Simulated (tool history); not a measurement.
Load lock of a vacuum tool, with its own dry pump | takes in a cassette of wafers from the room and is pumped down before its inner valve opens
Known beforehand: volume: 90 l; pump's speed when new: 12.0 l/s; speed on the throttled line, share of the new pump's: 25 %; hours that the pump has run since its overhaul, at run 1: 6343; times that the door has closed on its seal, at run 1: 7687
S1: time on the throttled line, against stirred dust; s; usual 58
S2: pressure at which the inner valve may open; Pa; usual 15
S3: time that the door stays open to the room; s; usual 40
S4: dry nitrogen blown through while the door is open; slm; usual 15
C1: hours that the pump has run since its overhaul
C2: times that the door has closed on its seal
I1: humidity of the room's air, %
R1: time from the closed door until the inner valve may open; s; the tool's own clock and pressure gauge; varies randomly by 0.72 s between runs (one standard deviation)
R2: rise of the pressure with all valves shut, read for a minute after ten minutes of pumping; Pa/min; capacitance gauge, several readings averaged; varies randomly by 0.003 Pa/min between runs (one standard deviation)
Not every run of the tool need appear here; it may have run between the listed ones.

Run 1, hour 0.0: usual settings; C1 6343; C2 7687; I1 44.0. Result: R1 109.0 s, R2 0.032 Pa/min.
Run 2, hour 152.8: usual settings; C1 6495; C2 8365; I1 41.9. Result: R1 109.0 s, R2 0.030 Pa/min.
Run 3, hour 313.0: usual settings; C1 6656; C2 9076; I1 41.1. Result: R1 110.2 s, R2 0.031 Pa/min.
Run 4, hour 467.5: usual settings; C1 6810; C2 9762; I1 46.3. Result: R1 110.0 s, R2 0.039 Pa/min.
Run 5, hour 636.3: usual settings; C1 6979; C2 10511; I1 41.9. Result: R1 108.3 s, R2 0.025 Pa/min.
Run 6, hour 811.8: usual settings; C1 7154; C2 11290; I1 43.6. Result: R1 109.0 s, R2 0.033 Pa/min.
Run 7, hour 1054.4: usual settings; C1 7397; C2 12367; I1 44.8. Result: R1 109.3 s, R2 0.033 Pa/min.
Run 8, hour 1223.3: usual settings but S1 44 s; C1 7566; C2 13117; I1 46.9. Result: R1 97.9 s, R2 0.033 Pa/min.
Run 9, hour 1335.4: usual settings but S1 44 s; C1 7678; C2 13614; I1 47.2. Result: R1 99.4 s, R2 0.030 Pa/min.
Run 10, hour 1450.4: usual settings but S1 44 s; C1 7793; C2 14124; I1 44.4. Result: R1 99.8 s, R2 0.036 Pa/min.
Run 11, hour 1650.4: usual settings but S1 44 s; C1 7993; C2 15012; I1 46.4. Result: R1 99.3 s, R2 0.030 Pa/min.
Run 12, hour 1829.6: usual settings but S4 29 slm; C1 8172; C2 15807; I1 42.7. Result: R1 109.4 s, R2 0.024 Pa/min.
Run 13, hour 2006.0: usual settings but S2 25 Pa, S3 222 s, S4 34 slm; C1 8349; C2 16590; I1 48.4. Result: R1 105.5 s, R2 0.048 Pa/min.
Run 14, hour 2189.5: usual settings but S1 69 s, S2 13 Pa, S3 91 s, S4 5 slm; C1 8532; C2 17405; I1 45.9. Result: R1 119.3 s, R2 0.059 Pa/min.
Run 15, hour 2376.3: usual settings but S1 69 s, S2 20 Pa, S3 91 s, S4 5 slm; C1 8719; C2 18234; I1 41.9. Result: R1 116.5 s, R2 0.046 Pa/min.
Run 16, hour 2547.7: usual settings but S1 46 s, S3 238 s; C1 8890; C2 18995; I1 44.7. Result: R1 100.9 s, R2 0.072 Pa/min.
Run 17, hour 2666.9: usual settings but S1 64 s, S2 26 Pa, S4 11 slm; C1 9009; C2 19524; I1 46.6. Result: R1 109.3 s, R2 0.037 Pa/min.
Run 18, hour 2897.8: usual settings but S2 12 Pa, S3 212 s, S4 29 slm; C1 9240; C2 20549; I1 43.5. Result: R1 111.9 s, R2 0.048 Pa/min.
Run 19, hour 3091.9: usual settings but S2 23 Pa, S4 44 slm; C1 9434; C2 21410; I1 44.2. Result: R1 106.4 s, R2 0.025 Pa/min.
Run 20, hour 3232.5: usual settings but S2 23 Pa, S4 44 slm; C1 9575; C2 22034; I1 45.4. Result: R1 105.1 s, R2 0.023 Pa/min.
Run 21, hour 3348.8: usual settings but S1 35 s; C1 9691; C2 22550; I1 45.1. Result: R1 91.8 s, R2 0.038 Pa/min.
Run 22, hour 3560.4: usual settings but S1 37 s, S3 132 s, S4 31 slm; C1 9903; C2 23489; I1 45.8. Result: R1 92.8 s, R2 0.040 Pa/min.
Run 23, hour 3779.8: usual settings but S1 37 s, S3 132 s, S4 31 slm; C1 10122; C2 24463; I1 46.6. Result: R1 93.2 s, R2 0.043 Pa/min.
Run 24, hour 4015.1: usual settings but S2 16 Pa, S3 95 s; C1 10358; C2 25507; I1 44.9. Result: R1 107.3 s, R2 0.045 Pa/min.

Forecast each of these 3 alternatives for the next run:
Run A, hour 4170.3: usual settings but S1 82 s, S2 27 Pa, S3 98 s; C1 10513; C2 26196; I1 46.3. Result: R1 ?, R2 ?.
Run B, hour 4170.3: usual settings but S2 21 Pa, S3 123 s, S4 8 slm; C1 10513; C2 26196; I1 43.7. Result: R1 ?, R2 ?.
Run C, hour 4170.3: usual settings but S2 14 Pa, S3 109 s, S4 14 slm; C1 10513; C2 26196; I1 46.1. Result: R1 ?, R2 ?.

run     R1     R2
  A  122.8  0.050
  B  107.2  0.052
  C  110.0  0.061
Without the tool's hidden state the same runs would have given:
run     R1     R2
  A  122.8  0.047
  B  107.2  0.050
  C  110.0  0.058
